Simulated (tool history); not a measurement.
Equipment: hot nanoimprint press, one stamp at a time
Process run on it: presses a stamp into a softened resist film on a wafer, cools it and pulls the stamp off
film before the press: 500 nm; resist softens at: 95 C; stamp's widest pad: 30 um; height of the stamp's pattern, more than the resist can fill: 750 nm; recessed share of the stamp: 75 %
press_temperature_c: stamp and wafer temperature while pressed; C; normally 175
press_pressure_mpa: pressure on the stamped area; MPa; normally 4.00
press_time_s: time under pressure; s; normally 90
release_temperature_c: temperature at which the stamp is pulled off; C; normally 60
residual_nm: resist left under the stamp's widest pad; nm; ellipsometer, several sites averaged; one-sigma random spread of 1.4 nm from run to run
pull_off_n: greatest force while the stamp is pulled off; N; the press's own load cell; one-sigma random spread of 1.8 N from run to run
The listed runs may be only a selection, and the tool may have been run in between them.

run,hour,press_temperature_c,press_pressure_mpa,press_time_s,release_temperature_c,residual_nm,pull_off_n
1,0.0,175,4.00,90,60,236.4,170
2,60.0,168,4.00,90,60,295.8,166
# hour 93.8: stamp cleaned and given a new release coat
3,129.7,168,4.00,90,60,296.6,159
4,190.9,168,3.50,90,60,311.3,163
5,223.3,168,3.50,90,60,319.3,166
6,273.5,168,3.50,155,60,271.1,167
7,326.4,172,4.00,90,60,267.1,166
8,365.4,175,4.00,90,47,244.5,225
9,403.9,175,4.00,90,47,247.1,228
# hour 433.4: stamp cleaned and given a new release coat
10,456.7,164,4.00,100,66,332.9,140
11,503.9,175,5.31,76,60,229.5,170
12,535.1,166,5.00,147,60,257.2,163
13,570.4,175,4.27,90,60,238.2,168
# hour 605.6: plate thermocouple calibrated
14,607.3,178,3.36,92,50,228.1,197
# hour 620.9: press's hydraulic seals changed and the load cell set to zero
15,668.6,178,3.36,92,50,216.8,199
16,699.0,178,3.36,92,50,216.9,211
17,762.7,178,3.36,92,52,214.4,202

Measured minus without-hidden-state, run by run (identical run-to-run variation in each term; gauge scatter may differ):
The tool's hidden condition here consists of: true temperature over the reading, C; pressure that arrives at the usual setting, %; grip of the stamp's worn release coat, % over a new coat's; drift of the gauge itself on residual_nm, %; drift of the gauge itself on pull_off_n, %.
run,residual_nm,pull_off_n
1,+19.2,+15
2,+23.3,+17
3,+24.8,+6
4,+24.4,+9
5,+25.6,+11
6,+25.5,+14
7,+27.4,+16
8,+26.6,+23
9,+27.6,+26
10,+33.4,+8
11,+32.6,+11
12,+36.2,+12
13,+30.7,+14
14,+11.3,+8
15,-0.2,+12
16,+0.2,+15
17,+1.3,+18
